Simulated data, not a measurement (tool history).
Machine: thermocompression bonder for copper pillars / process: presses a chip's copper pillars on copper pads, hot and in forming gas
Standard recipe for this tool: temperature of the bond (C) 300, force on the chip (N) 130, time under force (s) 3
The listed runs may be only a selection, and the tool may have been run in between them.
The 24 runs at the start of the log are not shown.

| run | day | temperature of the bond (C) | force on the chip (N) | time under force (s) | force that shears a chip off (N) |
|---|---|---|---|---|---|
| 25 | 27.692 | 274 | 89 | 4 | 30.8 |
|  | 28.754 | forming gas filter changed |
| 26 | 29.208 | 300 | 122 | 4 | 67.6 |
| 27 | 29.979 | 300 | 122 | 2 | 51.8 |
| 28 | 31.504 | 306 | 115 | 3 | 61.0 |
| 29 | 32.783 | 306 | 115 | 3 | 59.7 |
| 30 | 34.000 | 306 | 115 | 3 | 59.3 |
| 31 | 34.712 | 306 | 115 | 3 | 58.7 |
| 32 | 36.242 | 300 | 139 | 2 | 53.0 |
|  | 37.529 | forming gas filter changed |
| 33 | 37.750 | 283 | 181 | 3 | 66.3 |
| 34 | 38.817 | 319 | 110 | 6 | 88.1 |
| 35 | 40.325 | 319 | 110 | 6 | 86.2 |
| 36 | 41.354 | 319 | 110 | 6 | 83.8 |
| 37 | 42.596 | 300 | 98 | 5 | 57.7 |
| 38 | 43.354 | 328 | 177 | 2 | 90.6 |
| 39 | 44.212 | 292 | 88 | 3 | 36.5 |

What if the next run were any one of these 3? Each begins from the tool's condition after run 39:
| A | 45.729 | 309 | 177 | 3 | ? |
| B | 45.729 | 325 | 130 | 3 | ? |
| C | 45.729 | 292 | 167 | 4 | ? |

| run | force that shears a chip off (N) |
|---|---|
| A | 81.5 |
| B | 77.2 |
| C | 69.7 |
With no hidden state in the tool, these same runs would have given:
| run | force that shears a chip off (N) |
|---|---|
| A | 92.6 |
| B | 87.7 |
| C | 79.8 |
